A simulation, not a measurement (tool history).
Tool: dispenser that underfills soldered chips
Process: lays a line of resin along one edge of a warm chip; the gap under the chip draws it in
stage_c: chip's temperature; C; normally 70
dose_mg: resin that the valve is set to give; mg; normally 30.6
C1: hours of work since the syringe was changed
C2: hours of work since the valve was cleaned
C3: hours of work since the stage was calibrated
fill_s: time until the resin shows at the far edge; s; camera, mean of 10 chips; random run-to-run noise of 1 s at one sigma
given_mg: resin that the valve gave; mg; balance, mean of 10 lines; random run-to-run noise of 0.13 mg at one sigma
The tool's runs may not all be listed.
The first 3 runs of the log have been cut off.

At hour 12.9: new syringe of resin.
Run 4, hour 19.3: usual settings but dose_mg 37.3 mg; C1 5; C2 104; C3 17. Result: fill_s 142.6 s, given_mg 34.34 mg.
At hour 21.9: new syringe of resin.
Run 5, hour 25.6: usual settings; C1 3; C2 108; C3 21. Result: fill_s 123.2 s, given_mg 27.84 mg.
At hour 30.5: new syringe of resin.
Run 6, hour 30.5: usual settings; C1 0; C2 112; C3 25. Result: fill_s 100.0 s, given_mg 28.04 mg.
Run 7, hour 36.3: usual settings; C1 4; C2 116; C3 29. Result: fill_s 137.4 s, given_mg 27.82 mg.
At hour 39.2: new syringe of resin.
Run 8, hour 42.1: usual settings; C1 2; C2 120; C3 33. Result: fill_s 118.2 s, given_mg 27.60 mg.
Run 9, hour 46.1: usual settings but stage_c 56 C; C1 5; C2 123; C3 36. Result: fill_s 254.8 s, given_mg 27.29 mg.
At hour 48.2: new syringe of resin.
At hour 50.8: dispensing valve cleaned and set on the balance.
Run 10, hour 52.4: usual settings; C1 2; C2 1; C3 40. Result: fill_s 115.3 s, given_mg 30.44 mg.
Run 11, hour 56.8: usual settings; C1 6; C2 4; C3 43. Result: fill_s 150.3 s, given_mg 30.52 mg.
At hour 57.9: new syringe of resin.
Run 12, hour 65.0: usual settings; C1 5; C2 10; C3 49. Result: fill_s 147.8 s, given_mg 30.43 mg.
At hour 66.6: new syringe of resin.
Run 13, hour 69.9: usual settings; C1 2; C2 14; C3 52. Result: fill_s 115.7 s, given_mg 30.19 mg.
Run 14, hour 74.3: usual settings; C1 6; C2 17; C3 56. Result: fill_s 150.7 s, given_mg 30.21 mg.
At hour 75.7: new syringe of resin.
Run 15, hour 82.2: usual settings; C1 5; C2 23; C3 61. Result: fill_s 144.9 s, given_mg 29.92 mg.
At hour 84.6: new syringe of resin.
Run 16, hour 89.8: usual settings; C1 4; C2 28; C3 67. Result: fill_s 129.6 s, given_mg 29.95 mg.
At hour 93.6: new syringe of resin.
Run 17, hour 94.7: usual settings; C1 1; C2 32; C3 70. Result: fill_s 103.9 s, given_mg 29.62 mg.

Run 18 comes next. What will it give?
At hour 102.3: new syringe of resin.
Run 18, hour 103.4: usual settings; C1 1; C2 38; C3 77. Result: fill_s ?, given_mg ?.

Run 18 gave fill_s 102.6 s, given_mg 29.81 mg.
Without the tool's hidden state the same run would have given fill_s 98.1 s, given_mg 30.82 mg.
